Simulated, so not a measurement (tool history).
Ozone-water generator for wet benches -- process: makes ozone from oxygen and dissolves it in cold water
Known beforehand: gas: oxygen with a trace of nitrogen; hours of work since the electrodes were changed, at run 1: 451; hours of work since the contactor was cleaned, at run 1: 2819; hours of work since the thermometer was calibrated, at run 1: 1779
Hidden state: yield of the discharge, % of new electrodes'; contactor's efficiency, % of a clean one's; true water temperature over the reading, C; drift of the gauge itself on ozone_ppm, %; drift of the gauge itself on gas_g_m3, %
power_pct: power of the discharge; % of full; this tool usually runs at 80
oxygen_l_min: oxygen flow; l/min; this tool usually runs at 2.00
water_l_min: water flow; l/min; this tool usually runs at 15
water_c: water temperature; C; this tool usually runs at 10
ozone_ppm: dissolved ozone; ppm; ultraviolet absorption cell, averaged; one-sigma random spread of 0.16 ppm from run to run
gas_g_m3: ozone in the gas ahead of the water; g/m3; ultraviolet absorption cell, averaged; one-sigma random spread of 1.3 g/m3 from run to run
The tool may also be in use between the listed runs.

run,hour,power_pct,oxygen_l_min,water_l_min,water_c,hours of work since the electrodes were changed,hours of work since the contactor was cleaned,hours of work since the thermometer was calibrated,ozone_ppm,gas_g_m3
1,0.0,80,2.00,15,10,451,2819,1779,19.5,243.9
2,73.4,80,2.00,15,10,505,2873,1833,19.3,243.3
3,140.8,80,2.00,15,10,555,2923,1883,19.4,241.2
4,185.2,80,2.00,15,10,588,2956,1916,19.6,240.6
5,259.9,57,2.00,15,10,643,3011,1971,16.1,195.2
6,305.6,57,2.00,15,10,677,3045,2005,15.7,196.0
7,353.9,80,2.00,15,10,713,3081,2041,19.2,241.5
8,404.3,80,2.00,19,10,750,3118,2078,15.5,240.0
9,448.0,80,2.00,24,10,783,3151,2110,11.9,241.4
10,495.3,80,2.00,24,10,818,3186,2146,12.2,239.3
11,547.6,80,2.00,24,10,856,3224,2184,12.0,235.8
12,610.7,64,2.00,15,10,903,3271,2231,16.8,207.4
13,664.1,80,2.00,10,10,943,3311,2271,27.6,238.7
14,732.0,76,2.35,18,16,993,3361,2321,15.2,207.6
15,767.4,69,3.11,12,10,1019,3387,2347,22.3,167.9
# hour 813.7: contactor cleaned
16,818.9,59,3.11,17,7,1054,4,2382,15.8,154.7
17,854.4,42,2.00,15,10,1081,30,2408,13.1,162.3
18,899.6,42,2.00,15,10,1114,64,2442,13.3,162.1
19,939.4,42,2.00,15,10,1144,93,2471,13.2,159.9
20,981.9,42,1.49,15,10,1175,125,2503,12.5,192.8
21,1017.5,94,1.11,10,11,1201,151,2529,27.3,363.2
22,1080.0,53,1.11,10,11,1248,197,2576,19.7,256.0
23,1154.7,53,1.11,10,11,1303,253,2631,19.6,259.5

Alternative continuations, all from the tool just after run 23; predict every row:
A,1229.1,80,2.00,15,15,1358,308,2686,?,?
B,1229.1,44,1.27,10,11,1358,308,2686,?,?
C,1229.1,80,1.89,15,10,1358,308,2686,?,?
D,1229.1,53,2.44,10,11,1358,308,2686,?,?

run,ozone_ppm,gas_g_m3
A,18.0,231.3
B,18.1,215.5
C,19.2,241.0
D,21.6,165.0
What these runs would have given with no unlogged condition in the tool:
run,ozone_ppm,gas_g_m3
A,19.2,244.0
B,18.9,223.4
C,20.4,254.3
D,22.8,172.0
